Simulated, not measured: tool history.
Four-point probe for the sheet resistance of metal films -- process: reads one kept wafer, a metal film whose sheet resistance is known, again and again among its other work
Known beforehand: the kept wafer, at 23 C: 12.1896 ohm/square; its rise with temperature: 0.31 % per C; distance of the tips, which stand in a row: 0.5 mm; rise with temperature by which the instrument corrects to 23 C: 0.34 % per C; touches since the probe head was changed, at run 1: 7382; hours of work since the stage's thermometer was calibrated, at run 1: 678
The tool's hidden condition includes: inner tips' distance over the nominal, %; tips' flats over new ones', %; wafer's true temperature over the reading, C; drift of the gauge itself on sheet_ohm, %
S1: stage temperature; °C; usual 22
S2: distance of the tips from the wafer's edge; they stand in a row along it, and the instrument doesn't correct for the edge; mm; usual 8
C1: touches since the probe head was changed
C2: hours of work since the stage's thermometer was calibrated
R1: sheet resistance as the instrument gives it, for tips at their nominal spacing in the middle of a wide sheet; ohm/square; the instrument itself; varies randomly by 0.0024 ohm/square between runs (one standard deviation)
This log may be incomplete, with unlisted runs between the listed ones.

run	hour	S1	S2	C1	C2	R1
1	0	22	8	7382	678	12.262027
2	11.6	22	8	7655	685	12.259926
3	18.4	22	8	7814	690	12.259347
4	28	22	8	8038	697	12.257897
5	38	22	8	8272	703	12.261359
6	51.6	22	8	8590	712	12.258832
7	59.6	22	8	8777	718	12.252831
8	73.8	22	8	9109	728	12.25936
9	85.7	22	8	9387	736	12.258404
10	99	22	8	9697	745	12.261508
11	107.3	22	44	9891	750	12.23672
12	117.2	22	15	10124	757	12.23857
13	131.1	22	15	10447	766	12.24122
# hour 132.6: stage's thermometer calibrated
14	145	22	15	10762	8	12.248955
15	159.3	22	6	11096	18	12.290521
16	173.2	22	8	11421	27	12.269137
17	182.2	22	8	11631	34	12.264615
18	192.6	22	8	11875	41	12.26922
19	204.7	22	8	12158	49	12.267672
# hour 214.4: stage's thermometer calibrated, once more
20	214.4	21	8	12373	0	12.250427
21	224.4	31	8	12607	7	12.22081
22	233.5	29	8	12819	13	12.221043
23	246.1	29	8	13113	21	12.22126
24	256.4	29	8	13355	28	12.222608
25	266.3	29	8	13587	35	12.224656
26	272.7	29	8	13735	39	12.224894
27	285	29	8	14025	48	12.22705
28	293.3	29	8	14217	53	12.220022
29	305.4	28	3	14502	62	12.379017
30	315.2	28	3	14730	68	12.378905
31	324.3	24	28	14943	74	12.214313
32	333	18	54	15146	80	12.230538
33	339.5	18	54	15299	85	12.234943
34	354.5	18	54	15650	95	12.235561
35	365.2	31	3	15899	102	12.371641
36	379.4	31	35	16232	112	12.190148
37	388	33	4	16433	118	12.284938
38	396.8	29	66	16638	123	12.199726
39	403.9	25	10	16805	128	12.228113
40	411.5	32	19	16983	133	12.194049
41	423.8	32	19	17269	142	12.188655
42	435.7	27	3	17549	150	12.383591
43	443.5	18	17	17731	155	12.24109
44	456.8	23	4	18042	164	12.324723
45	468	33	40	18303	172	12.186141

For some of the steps in R1 from one run to the next: how much would appear even if the tool had no hidden state, given the settings, what came in and random variation, and how much remains for the hidden state plus any gauge scatter that the measured result and the result without hidden state don't share?
Run 13 -> 14: stage's thermometer calibrated. R1 +0.007735 ohm/square: hidden state +0.008202, all else -0.000467.
Run 19 -> 20: S1 22 -> 21, stage's thermometer calibrated, once more. R1 -0.017245 ohm/square: hidden state -0.021451, all else +0.004206.
Run 30 -> 31: S1 28 -> 24, S2 3 -> 28. R1 -0.164592 ohm/square: hidden state -0.000312, all else -0.16428.
Run 35 -> 36: S2 3 -> 35. R1 -0.181493 ohm/square: hidden state -0.00038, all else -0.181113.
Run 41 -> 42: S1 32 -> 27, S2 19 -> 3. R1 +0.194936 ohm/square: hidden state +0.000445, all else +0.194491.

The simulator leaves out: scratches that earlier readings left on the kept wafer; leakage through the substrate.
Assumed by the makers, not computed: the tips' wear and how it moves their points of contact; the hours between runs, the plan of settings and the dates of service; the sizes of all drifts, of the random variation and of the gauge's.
